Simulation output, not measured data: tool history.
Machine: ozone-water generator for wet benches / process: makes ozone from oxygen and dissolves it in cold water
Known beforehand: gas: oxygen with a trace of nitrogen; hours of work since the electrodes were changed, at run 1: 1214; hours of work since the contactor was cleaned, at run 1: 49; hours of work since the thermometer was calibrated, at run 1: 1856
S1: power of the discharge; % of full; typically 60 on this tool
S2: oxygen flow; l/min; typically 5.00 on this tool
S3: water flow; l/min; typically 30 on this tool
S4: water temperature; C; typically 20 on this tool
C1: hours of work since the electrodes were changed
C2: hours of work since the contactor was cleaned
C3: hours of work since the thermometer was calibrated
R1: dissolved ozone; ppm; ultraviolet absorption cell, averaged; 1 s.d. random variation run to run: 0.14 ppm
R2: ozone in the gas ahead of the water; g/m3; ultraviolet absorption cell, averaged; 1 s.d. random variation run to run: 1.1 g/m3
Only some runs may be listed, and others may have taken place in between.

| run | day | S1 | S2 | S3 | S4 | C1 | C2 | C3 | R1 | R2 |
|---|---|---|---|---|---|---|---|---|---|---|
| 1 | 0.000 | 60 | 5.00 | 30 | 20 | 1214 | 49 | 1856 | 15.4 | 189.3 |
| 2 | 0.971 | 60 | 5.00 | 30 | 14 | 1230 | 65 | 1872 | 16.7 | 190.9 |
| 3 | 1.925 | 60 | 5.00 | 30 | 14 | 1245 | 80 | 1887 | 17.1 | 191.1 |
| 4 | 2.850 | 60 | 5.00 | 30 | 20 | 1260 | 96 | 1902 | 15.9 | 188.4 |
| 5 | 4.542 | 60 | 5.00 | 30 | 20 | 1288 | 123 | 1930 | 15.7 | 191.1 |
| 6 | 5.400 | 60 | 5.00 | 30 | 20 | 1302 | 137 | 1944 | 15.7 | 189.6 |
| 7 | 6.246 | 60 | 8.55 | 31 | 20 | 1316 | 151 | 1958 | 15.6 | 143.9 |
| 8 | 7.267 | 99 | 3.42 | 22 | 20 | 1333 | 168 | 1975 | 26.4 | 307.3 |
| 9 | 8.575 | 60 | 3.39 | 30 | 20 | 1354 | 190 | 1996 | 14.6 | 231.8 |
| 10 | 10.079 | 42 | 5.00 | 30 | 20 | 1379 | 214 | 2021 | 13.0 | 157.0 |

Consider 5 possible next runs. They are alternatives, not a sequence: every one starts from the tool as it was left by run 10. What does each give?
| A | 11.100 | 65 | 5.00 | 30 | 19 | 1396 | 231 | 2038 | ? | ? |
| B | 11.100 | 60 | 5.00 | 25 | 13 | 1396 | 231 | 2038 | ? | ? |
| C | 11.100 | 42 | 5.00 | 30 | 26 | 1396 | 231 | 2038 | ? | ? |
| D | 11.100 | 60 | 5.00 | 30 | 17 | 1396 | 231 | 2038 | ? | ? |
| E | 11.100 | 42 | 3.10 | 28 | 20 | 1396 | 231 | 2038 | ? | ? |

| run | R1 | R2 |
|---|---|---|
| A | 16.6 | 198.9 |
| B | 20.2 | 188.8 |
| C | 12.0 | 155.0 |
| D | 16.1 | 189.8 |
| E | 12.7 | 200.8 |
Stripped of hidden state, with their random variation kept, the same runs would have yielded:
| run | R1 | R2 |
|---|---|---|
| A | 17.1 | 203.4 |
| B | 20.7 | 192.9 |
| C | 12.3 | 157.6 |
| D | 16.6 | 193.9 |
| E | 13.0 | 204.1 |
